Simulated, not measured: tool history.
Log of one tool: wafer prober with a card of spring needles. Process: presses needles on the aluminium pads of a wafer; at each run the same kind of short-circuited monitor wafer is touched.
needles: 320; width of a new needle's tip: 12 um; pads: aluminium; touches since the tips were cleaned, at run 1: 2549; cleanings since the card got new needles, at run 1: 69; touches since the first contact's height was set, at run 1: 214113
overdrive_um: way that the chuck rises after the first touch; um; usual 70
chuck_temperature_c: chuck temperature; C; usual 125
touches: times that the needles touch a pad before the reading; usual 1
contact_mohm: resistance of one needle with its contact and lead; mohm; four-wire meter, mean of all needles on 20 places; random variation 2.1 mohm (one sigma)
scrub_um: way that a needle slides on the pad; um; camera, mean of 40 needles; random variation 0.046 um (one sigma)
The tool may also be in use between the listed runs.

run	hour	overdrive_um	chuck_temperature_c	touches	touches since the tips were cleaned	cleanings since the card got new needles	touches since the first contact's height was set	contact_mohm	scrub_um
1	0	70	125	1	2549	69	214113	322	17.28
# hour 14.7: tips cleaned on abrasive film
# hour 36.5: tips cleaned on abrasive film
# hour 47.5: height of the first contact set anew
# hour 58.3: tips cleaned on abrasive film
2	70	70	125	1	2921	72	5583	322	17.71
# hour 80.8: tips cleaned on abrasive film
# hour 106.4: tips cleaned on abrasive film
3	121	56	125	1	3628	74	18226	394	14.07
# hour 129.9: tips cleaned on abrasive film
# hour 151.4: tips cleaned on abrasive film
4	162.3	56	125	1	2698	76	28466	374	14.05
# hour 176.8: tips cleaned on abrasive film
# hour 203.6: tips cleaned on abrasive film
# hour 229.4: tips cleaned on abrasive film
5	229.4	56	125	1	0	79	45113	263	14.03
# hour 254.8: tips cleaned on abrasive film
# hour 280.5: tips cleaned on abrasive film
6	285.9	56	29	1	1342	81	59133	329	14.07
# hour 305.1: tips cleaned on abrasive film
# hour 328.9: tips cleaned on abrasive film
7	347.9	56	29	1	4748	83	74533	400	13.99
# hour 353.3: tips cleaned on abrasive film
# hour 378.8: tips cleaned on abrasive film
8	385	56	40	1	1536	85	83720	333	13.94
# hour 402.8: tips cleaned on abrasive film
# hour 427.5: tips cleaned on abrasive film
9	447.5	70	86	1	4996	87	99246	347	17.44
# hour 451.7: tips cleaned on abrasive film
# hour 475.2: tips cleaned on abrasive film
# hour 500.7: tips cleaned on abrasive film
10	509	70	86	1	2060	90	114466	307	17.46
# hour 524.3: tips cleaned on abrasive film
# hour 547.5: tips cleaned on abrasive film
# hour 570.7: tips cleaned on abrasive film
11	575.2	70	86	1	1138	93	130898	286	17.5
# hour 593: tips cleaned on abrasive film
# hour 616.5: tips cleaned on abrasive film
# hour 642: tips cleaned on abrasive film
12	642.7	70	86	1	189	96	147640	246	17.41
# hour 664.5: tips cleaned on abrasive film
13	674.1	70	86	1	2407	97	155436	330	17.33
# hour 687.1: tips cleaned on abrasive film
# hour 712.2: tips cleaned on abrasive film
14	713.9	52	112	3	427	99	165292	263	12.79
# hour 735.4: tips cleaned on abrasive film
# hour 761.2: tips cleaned on abrasive film
# hour 784.2: tips cleaned on abrasive film
15	784.2	52	95	3	0	102	182729	239	12.78
# hour 807: tips cleaned on abrasive film
# hour 833: tips cleaned on abrasive film
16	844.2	70	125	1	2779	104	197612	341	17.3
# hour 857.8: tips cleaned on abrasive film
# hour 881.2: tips cleaned on abrasive film
17	897.6	70	125	1	4084	106	210870	355	17.29
# hour 906.4: tips cleaned on abrasive film
# hour 930.8: tips cleaned on abrasive film
18	950.9	54	104	2	4992	108	224085	354	13.19
# hour 954.8: tips cleaned on abrasive film
# hour 958.8: height of the first contact set anew
# hour 977.9: tips cleaned on abrasive film
19	989.9	54	104	2	2991	110	7732	340	13.65
# hour 1000.6: tips cleaned on abrasive film
# hour 1026.7: tips cleaned on abrasive film
20	1047.6	70	125	2	5221	112	22057	309	17.56
# hour 1052.4: tips cleaned on abrasive film
# hour 1075.4: tips cleaned on abrasive film
# hour 1099: tips cleaned on abrasive film
21	1116	55	39	2	4228	115	39018	344	13.79
# hour 1122.8: tips cleaned on abrasive film
# hour 1147.7: tips cleaned on abrasive film
22	1148	51	58	2	79	117	46930	248	12.74
# hour 1171.1: tips cleaned on abrasive film
23	1188.6	51	120	1	4343	118	57016	433	12.8
# hour 1194.9: tips cleaned on abrasive film
# hour 1216.9: tips cleaned on abrasive film
24	1221.8	83	30	1	1208	120	65232	267	20.9
# hour 1243.6: tips cleaned on abrasive film
# hour 1267.2: tips cleaned on abrasive film
# hour 1290.6: tips cleaned on abrasive film
25	1290.6	83	30	1	0	123	82293	217	20.86
# hour 1316.8: tips cleaned on abrasive film
26	1323	83	30	1	1559	124	90361	276	20.82

4 ways to go on from here, each from the tool as it stands after run 26. What would each give?
# hour 1340.1: tips cleaned on abrasive film
# hour 1362.4: tips cleaned on abrasive film
A	1369.2	59	44	2	1685	126	101797	?	?
# hour 1340.1: tips cleaned on abrasive film
# hour 1362.4: tips cleaned on abrasive film
B	1369.2	55	125	1	1685	126	101797	?	?
# hour 1340.1: tips cleaned on abrasive film
# hour 1362.4: tips cleaned on abrasive film
C	1369.2	66	85	3	1685	126	101797	?	?
# hour 1340.1: tips cleaned on abrasive film
# hour 1362.4: tips cleaned on abrasive film
D	1369.2	70	125	2	1685	126	101797	?	?

run	contact_mohm	scrub_um
A	294	14.7
B	367	13.71
C	264	16.44
D	285	17.46
Without the tool's hidden state the same runs would have given:
run	contact_mohm	scrub_um
A	218	14.91
B	242	13.92
C	227	16.65
D	235	17.66

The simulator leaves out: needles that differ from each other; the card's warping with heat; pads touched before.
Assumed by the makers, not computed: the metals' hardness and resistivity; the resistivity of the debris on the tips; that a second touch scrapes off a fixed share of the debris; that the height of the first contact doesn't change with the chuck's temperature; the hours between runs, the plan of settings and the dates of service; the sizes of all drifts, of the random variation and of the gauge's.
